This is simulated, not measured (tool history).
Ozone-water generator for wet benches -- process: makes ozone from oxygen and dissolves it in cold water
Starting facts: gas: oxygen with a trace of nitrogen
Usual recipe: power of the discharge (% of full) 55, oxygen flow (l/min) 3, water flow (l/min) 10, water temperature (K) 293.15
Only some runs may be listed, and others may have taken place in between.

run	day	power of the discharge (% of full)	oxygen flow (l/min)	water flow (l/min)	water temperature (K)	dissolved ozone (ppm)	ozone in the gas ahead of the water (g/m3)
1	0	55	3	10	293.15	22.9	224.1
2	0.783	56	3	10	293.15	23.2	226.1
3	1.858	56	3	10	293.15	23.2	226.2
4	2.788	56	3	10	293.15	23.4	225.9
5	3.696	56	3	10	293.15	23.5	224.8
6	4.658	56	3	10	293.15	23.3	227.1
7	5.733	56	3	10	293.15	23.2	227.6
8	6.679	49	4.44	10	293.15	20.4	166.9
9	8.004	55	2.33	9	293.15	25.1	255
10	8.954	55	2.33	9	293.15	25	254.3

How would selected steps in dissolved ozone (ppm) from run to run divide? Give the signed amount a tool lacking its hidden state would still show from settings, what came in and random variation, and the signed amount left for the hidden state, including any gauge scatter that is not in both of the compared results.
What the log doesn't record here: yield of the discharge, % of new electrodes'; contactor's efficiency, % of a clean one's; true water temperature over the reading, C; drift of the gauge itself on ozone_ppm, %; drift of the gauge itself on gas_g_m3, %.
Run 8 -> 9: power of the discharge (% of full) 49 -> 55, oxygen flow (l/min) 4.44 -> 2.33, water flow (l/min) 10 -> 9. dissolved ozone (ppm) +4.7: hidden state -0.4, all else +5.1.
